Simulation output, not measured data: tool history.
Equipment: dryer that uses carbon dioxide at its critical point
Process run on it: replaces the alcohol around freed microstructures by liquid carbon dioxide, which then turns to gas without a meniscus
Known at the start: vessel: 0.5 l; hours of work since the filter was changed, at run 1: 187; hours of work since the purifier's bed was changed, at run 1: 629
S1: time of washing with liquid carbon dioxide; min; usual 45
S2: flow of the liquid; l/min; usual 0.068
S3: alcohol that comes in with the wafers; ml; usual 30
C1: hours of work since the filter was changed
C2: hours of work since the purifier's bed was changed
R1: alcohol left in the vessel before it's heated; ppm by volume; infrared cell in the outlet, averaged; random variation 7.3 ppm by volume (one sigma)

run	hour	S1	S2	S3	C1	C2	R1
1	0	45	0.068	30	187	629	620
2	37.7	45	0.068	49	215	657	1076
3	76.2	45	0.068	30	244	686	719
4	103.9	45	0.068	30	265	707	744
5	129.2	45	0.068	30	284	726	791
6	162.3	45	0.068	30	309	751	826
7	179.6	45	0.068	30	322	764	837
# hour 208.3: inlet filter changed
8	208.3	45	0.068	30	0	785	445
9	229	45	0.068	30	16	801	466
10	254	70	0.068	30	34	819	113
11	283.8	52	0.068	30	57	842	265
12	304.8	45	0.068	22	73	858	404
13	340.5	45	0.068	22	100	885	420
14	377.1	45	0.068	22	127	912	418
15	405.8	45	0.068	22	149	934	465
16	442.9	45	0.0482	30	177	962	2324
17	472	40	0.0938	69	199	984	462
18	489.3	30	0.083	59	212	997	2634
19	506.8	45	0.1057	20	225	1010	126
20	528.8	49	0.0542	70	242	1027	2832
21	560.5	54	0.042	30	266	1050	2422
22	576.4	54	0.042	30	278	1062	2459
23	612.5	70	0.1053	77	305	1090	118
24	633	37	0.068	83	320	1105	4376
25	658.4	54	0.068	83	339	1124	977

Results for each run, recomputed without the tool's hidden state and with each run's random variation untouched:
Unlogged tool condition in this case: flow that reaches the vessel past the clogged filter, %; alcohol in the recycled carbon dioxide, ppm; drift of the gauge itself on alcohol_ppm, %.
run	R1
1	346
2	588
3	359
4	354
5	366
6	358
7	355
8	356
9	363
10	25
11	149
12	264
13	263
14	241
15	266
16	1696
17	212
18	1725
19	13
20	1742
21	1532
22	1527
23	5
24	2404
25	359
